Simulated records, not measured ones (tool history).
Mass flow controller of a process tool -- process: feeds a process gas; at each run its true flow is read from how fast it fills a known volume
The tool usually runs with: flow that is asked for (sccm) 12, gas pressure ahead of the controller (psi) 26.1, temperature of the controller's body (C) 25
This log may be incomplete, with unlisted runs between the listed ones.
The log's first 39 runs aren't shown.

run	day	flow that is asked for (sccm)	gas pressure ahead of the controller (psi)	temperature of the controller's body (C)	true flow (%)
40	253.858	12	25.2	25	99.28
41	263.558	15	26.1	25	99.35
42	271.208	15	26.1	25	99.26
43	278.288	15	26.1	25	99.22
44	283.521	10	40.2	25	98.89
45	292.125	9	33.4	21	98.64
46	301.792	9	33.4	21	98.67
47	308.408	9	33.4	21	98.57
48	315.438	9	33.4	21	98.37

Below are 4 alternative next runs, each starting from the tool's condition after run 48. Predict each:
A	322.488	15	23.2	31	?
B	322.488	9	40.6	20	?
C	322.488	9	33.4	34	?
D	322.488	12	35.0	21	?

run	true flow (%)
A	99.11
B	98.23
C	98.94
D	98.48
Take away the tool's hidden state, keep each run's random variation, and the runs would have read:
run	true flow (%)
A	100.23
B	99.34
C	100.06
D	99.59
